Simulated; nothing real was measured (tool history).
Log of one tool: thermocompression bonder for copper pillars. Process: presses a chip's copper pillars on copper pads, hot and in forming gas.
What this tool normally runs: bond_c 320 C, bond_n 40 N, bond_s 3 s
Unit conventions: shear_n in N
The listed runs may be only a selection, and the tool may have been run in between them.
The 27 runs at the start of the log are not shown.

run,hour,bond_c,bond_n,bond_s,hours of work since the heater was calibrated,hours of work since the force cell was calibrated,hours of work since the gas filter was changed,shear_n
28,897.8,320,40,8,473,859,71,104.4
29,946,320,40,8,499,885,97,101.4
30,966.6,299,48,2,510,896,108,65.1
31,1000.5,299,48,2,529,915,127,63.8
32,1030.1,299,48,2,545,931,143,63.1
33,1072,329,37,4,568,954,166,88.3
34,1092.2,307,59,3,578,965,177,86.8
35,1135.6,307,59,3,602,989,200,85.6
36,1161.7,315,46,3,616,1003,215,79.8
37,1201.8,317,49,3,638,1025,236,84
38,1248.5,317,49,3,664,1050,262,80.9

Predict each of these 4 candidate next runs independently; none follows another, all start after run 38:
A,1291.6,320,40,5,687,1073,285,?
B,1291.6,348,40,5,687,1073,285,?
C,1291.6,309,51,3,687,1073,285,?
D,1291.6,320,42,3,687,1073,285,?

run,shear_n
A,83.8
B,102.8
C,77.6
D,75
Had the tool no hidden state, the same runs would have come out as:
run,shear_n
A,102.3
B,121.3
C,95.9
D,92.8

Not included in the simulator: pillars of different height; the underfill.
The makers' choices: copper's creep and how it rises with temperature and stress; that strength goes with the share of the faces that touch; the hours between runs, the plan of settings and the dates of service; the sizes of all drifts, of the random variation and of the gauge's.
